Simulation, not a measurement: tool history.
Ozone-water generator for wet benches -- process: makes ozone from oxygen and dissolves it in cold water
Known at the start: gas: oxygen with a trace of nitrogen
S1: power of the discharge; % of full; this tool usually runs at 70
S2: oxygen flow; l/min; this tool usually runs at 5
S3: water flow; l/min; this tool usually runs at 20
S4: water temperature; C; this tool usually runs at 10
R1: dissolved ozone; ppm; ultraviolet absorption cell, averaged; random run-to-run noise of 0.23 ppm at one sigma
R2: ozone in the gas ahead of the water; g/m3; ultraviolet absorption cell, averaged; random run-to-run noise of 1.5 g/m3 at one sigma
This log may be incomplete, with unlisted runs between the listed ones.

Run 1, hour 0: usual settings. Result: R1 31.6 ppm, R2 269.9 g/m3.
Run 2, hour 67.3: usual settings. Result: R1 31.9 ppm, R2 269.5 g/m3.
Run 3, hour 163.5: usual settings but S2 8.56 l/min. Result: R1 33.6 ppm, R2 213.1 g/m3.
Run 4, hour 233.6: usual settings but S2 8.56 l/min. Result: R1 33.7 ppm, R2 213.6 g/m3.
Run 5, hour 287.3: usual settings but S2 8.56 l/min. Result: R1 33.1 ppm, R2 213.6 g/m3.
Run 6, hour 369.8: usual settings but S4 8 C. Result: R1 31.6 ppm, R2 267.9 g/m3.
Run 7, hour 424.1: usual settings but S4 8 C. Result: R1 31.9 ppm, R2 268 g/m3.
Run 8, hour 464.5: usual settings. Result: R1 31.3 ppm, R2 267.3 g/m3.
Run 9, hour 522.4: usual settings but S1 94 % of full. Result: R1 36.7 ppm, R2 319.9 g/m3.
Run 10, hour 599.9: usual settings but S1 94 % of full. Result: R1 36.5 ppm, R2 318.3 g/m3.
Run 11, hour 652.1: usual settings but S1 95 % of full, S3 24 l/min. Result: R1 30.4 ppm, R2 320.4 g/m3.
Run 12, hour 691.8: usual settings but S1 95 % of full, S3 24 l/min. Result: R1 30.6 ppm, R2 317.6 g/m3.
Run 13, hour 738.1: usual settings but S1 95 % of full, S3 24 l/min. Result: R1 30.6 ppm, R2 318.9 g/m3.

The next listed run, before its measurement:
Run 14, hour 785.4: usual settings but S1 57 % of full, S2 3.48 l/min, S3 21 l/min, S4 9 C. Result: R1 ?, R2 ?.

R1: 23.7 ppm
R2: 275.5 g/m3
Were there no unlogged condition in the tool, this run, its random variation unchanged, would have produced R1 26 ppm, R2 285.2 g/m3.
